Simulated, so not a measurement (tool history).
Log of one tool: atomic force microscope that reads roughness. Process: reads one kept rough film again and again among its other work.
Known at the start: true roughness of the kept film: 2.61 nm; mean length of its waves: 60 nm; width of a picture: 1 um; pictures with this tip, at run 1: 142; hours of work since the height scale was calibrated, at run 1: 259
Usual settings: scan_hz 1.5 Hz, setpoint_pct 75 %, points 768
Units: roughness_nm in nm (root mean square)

run	hour	scan_hz	setpoint_pct	points	pictures with this tip	hours of work since the height scale was calibrated	roughness_nm
1	0	1.5	75	768	142	259	2.25
2	18.4	0.71	75	768	166	266	2.353
3	29.1	0.71	75	613	179	271	2.351
4	44.8	0.95	75	768	200	277	2.298
5	63.5	0.95	75	768	223	285	2.29
6	71.8	0.95	75	768	234	289	2.281
7	85.2	1.5	75	768	251	294	2.201
8	102.6	1.5	75	768	273	302	2.176
9	113.1	1.5	81	438	287	306	2.104
10	129.3	2.18	83	269	308	313	1.945
11	141.8	2.18	83	269	324	318	1.947

Forecast run 12:
12	151.3	2.81	68	259	336	322	?

{"run 12": {"roughness_nm": 2.085}}
Without the tool's hidden state the same run would have given roughness_nm 2.256 nm (root mean square).
